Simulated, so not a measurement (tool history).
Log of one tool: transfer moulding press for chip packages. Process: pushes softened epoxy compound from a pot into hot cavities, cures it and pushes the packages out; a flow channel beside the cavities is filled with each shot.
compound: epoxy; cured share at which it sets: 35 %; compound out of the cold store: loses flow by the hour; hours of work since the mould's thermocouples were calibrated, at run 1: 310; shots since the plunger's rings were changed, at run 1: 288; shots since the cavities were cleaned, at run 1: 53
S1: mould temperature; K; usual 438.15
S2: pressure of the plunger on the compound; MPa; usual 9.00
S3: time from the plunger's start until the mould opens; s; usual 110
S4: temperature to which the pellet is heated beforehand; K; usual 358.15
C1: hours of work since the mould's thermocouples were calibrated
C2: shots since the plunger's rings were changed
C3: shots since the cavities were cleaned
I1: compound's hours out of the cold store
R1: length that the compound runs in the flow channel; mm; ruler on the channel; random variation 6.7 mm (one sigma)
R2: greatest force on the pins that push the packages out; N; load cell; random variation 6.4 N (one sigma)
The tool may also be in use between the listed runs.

{"run": 1, "day": 0.0, "S1": 438.15, "S2": 9.0, "S3": 110, "S4": 358.15, "C1": 310, "C2": 288, "C3": 53, "I1": 25.0, "R1": 758, "R2": 287}
{"run": 2, "day": 0.508, "S1": 438.15, "S2": 9.0, "S3": 110, "S4": 358.15, "C1": 316, "C2": 391, "C3": 156, "I1": 40.8, "R1": 704, "R2": 295}
{"run": 3, "day": 1.371, "S1": 438.15, "S2": 9.0, "S3": 110, "S4": 358.15, "C1": 326, "C2": 567, "C3": 332, "I1": 27.7, "R1": 758, "R2": 367}
{"run": 4, "day": 1.912, "S1": 438.15, "S2": 9.0, "S3": 110, "S4": 358.15, "C1": 332, "C2": 677, "C3": 442, "I1": 17.6, "R1": 778, "R2": 392}
{"day": 2.175, "done": "cavities cleaned with cleaning compound and waxed"}
{"run": 5, "day": 2.404, "S1": 438.15, "S2": 9.0, "S3": 110, "S4": 358.15, "C1": 337, "C2": 765, "C3": 47, "I1": 33.3, "R1": 740, "R2": 277}
{"day": 2.6, "done": "mould's thermocouples calibrated"}
{"run": 6, "day": 2.892, "S1": 438.15, "S2": 9.0, "S3": 110, "S4": 358.15, "C1": 3, "C2": 847, "C3": 129, "I1": 20.9, "R1": 783, "R2": 296}
{"run": 7, "day": 3.779, "S1": 438.15, "S2": 8.05, "S3": 110, "S4": 358.15, "C1": 14, "C2": 1028, "C3": 310, "I1": 31.0, "R1": 701, "R2": 339}
{"day": 4.654, "done": "cavities cleaned with cleaning compound and waxed"}
{"run": 8, "day": 4.825, "S1": 438.15, "S2": 9.0, "S3": 110, "S4": 358.15, "C1": 25, "C2": 1228, "C3": 35, "I1": 23.6, "R1": 760, "R2": 259}
{"run": 9, "day": 5.254, "S1": 438.15, "S2": 9.0, "S3": 110, "S4": 358.15, "C1": 30, "C2": 1316, "C3": 123, "I1": 9.3, "R1": 811, "R2": 299}
{"run": 10, "day": 6.158, "S1": 438.15, "S2": 9.0, "S3": 110, "S4": 358.15, "C1": 40, "C2": 1500, "C3": 307, "I1": 34.2, "R1": 712, "R2": 347}
{"run": 11, "day": 6.883, "S1": 438.15, "S2": 10.53, "S3": 110, "S4": 358.15, "C1": 49, "C2": 1647, "C3": 454, "I1": 8.9, "R1": 885, "R2": 387}
{"day": 7.096, "done": "cavities cleaned with cleaning compound and waxed"}
{"run": 12, "day": 7.35, "S1": 438.15, "S2": 9.0, "S3": 110, "S4": 361.15, "C1": 53, "C2": 1730, "C3": 52, "I1": 22.4, "R1": 760, "R2": 262}
{"run": 13, "day": 8.217, "S1": 437.15, "S2": 9.0, "S3": 131, "S4": 355.15, "C1": 63, "C2": 1907, "C3": 229, "I1": 42.0, "R1": 675, "R2": 296}
{"run": 14, "day": 9.067, "S1": 432.15, "S2": 9.0, "S3": 103, "S4": 359.15, "C1": 73, "C2": 2079, "C3": 401, "I1": 16.5, "R1": 799, "R2": 571}
{"day": 9.512, "done": "cavities cleaned with cleaning compound and waxed"}
{"run": 15, "day": 9.896, "S1": 431.15, "S2": 9.0, "S3": 103, "S4": 367.15, "C1": 82, "C2": 2236, "C3": 79, "I1": 9.8, "R1": 832, "R2": 495}
{"run": 16, "day": 10.346, "S1": 438.15, "S2": 9.92, "S3": 110, "S4": 349.15, "C1": 87, "C2": 2327, "C3": 170, "I1": 14.6, "R1": 821, "R2": 311}
{"run": 17, "day": 11.012, "S1": 430.15, "S2": 9.83, "S3": 122, "S4": 358.15, "C1": 95, "C2": 2463, "C3": 306, "I1": 33.4, "R1": 763, "R2": 421}
{"run": 18, "day": 11.596, "S1": 438.15, "S2": 9.0, "S3": 123, "S4": 366.15, "C1": 101, "C2": 2582, "C3": 425, "I1": 32.8, "R1": 704, "R2": 349}
{"day": 11.888, "done": "cavities cleaned with cleaning compound and waxed"}
{"run": 19, "day": 12.625, "S1": 438.15, "S2": 9.0, "S3": 123, "S4": 366.15, "C1": 112, "C2": 2778, "C3": 150, "I1": 32.0, "R1": 702, "R2": 273}
{"run": 20, "day": 13.421, "S1": 438.15, "S2": 9.0, "S3": 123, "S4": 366.15, "C1": 122, "C2": 2941, "C3": 313, "I1": 38.6, "R1": 674, "R2": 318}
{"run": 21, "day": 13.867, "S1": 440.15, "S2": 7.26, "S3": 136, "S4": 350.15, "C1": 127, "C2": 3032, "C3": 404, "I1": 29.5, "R1": 634, "R2": 337}

Hidden state at the last listed run before each entry between runs and at the first one after, where it differs:
Between runs 4 and 5: cavities cleaned with cleaning compound and waxed (day 2.175)
  true mould temperature over the reading, C: -0.48 -> -0.49; pressure that reaches the compound, % of what is set: 97.36 -> 97.08; grip of the stained cavities, % over clean ones': 55 -> 8.6
  measured less the result without the state, R1: -9 -> -10 mm; R2: +145 -> +26 N
Between runs 5 and 6: mould's thermocouples calibrated (day 2.600)
  true mould temperature over the reading, C: -0.49 -> 0.1; pressure that reaches the compound, % of what is set: 97.08 -> 96.8; grip of the stained cavities, % over clean ones': 8.6 -> 19.6
  measured less the result without the state, R1: -10 -> -13 mm; R2: +26 -> +48 N
Between runs 7 and 8: cavities cleaned with cleaning compound and waxed (day 4.654)
  true mould temperature over the reading, C: 0.09 -> 0.08; pressure that reaches the compound, % of what is set: 96.19 -> 95.58; grip of the stained cavities, % over clean ones': 41.1 -> 6.6
  measured less the result without the state, R1: -14 -> -17 mm; R2: +98 -> +15 N
Between runs 11 and 12: cavities cleaned with cleaning compound and waxed (day 7.096)
  true mould temperature over the reading, C: 0.05 -> 0.04; pressure that reaches the compound, % of what is set: 94.14 -> 93.86; grip of the stained cavities, % over clean ones': 55.7 -> 8.2
  measured less the result without the state, R1: -27 -> -24 mm; R2: +139 -> +19 N
Between runs 14 and 15: cavities cleaned with cleaning compound and waxed (day 9.512)
  true mould temperature over the reading, C: 0.02 -> 0.01; pressure that reaches the compound, % of what is set: 92.7 -> 92.18; grip of the stained cavities, % over clean ones': 51.1 -> 13.8
  measured less the result without the state, R1: -31 -> -35 mm; R2: +191 -> +59 N
Between runs 18 and 19: cavities cleaned with cleaning compound and waxed (day 11.888)
  true mould temperature over the reading, C: -0.01 -> -0.03; pressure that reaches the compound, % of what is set: 91.03 -> 90.41; grip of the stained cavities, % over clean ones': 55.3 -> 22.2
  measured less the result without the state, R1: -34 -> -36 mm; R2: +126 -> +49 N

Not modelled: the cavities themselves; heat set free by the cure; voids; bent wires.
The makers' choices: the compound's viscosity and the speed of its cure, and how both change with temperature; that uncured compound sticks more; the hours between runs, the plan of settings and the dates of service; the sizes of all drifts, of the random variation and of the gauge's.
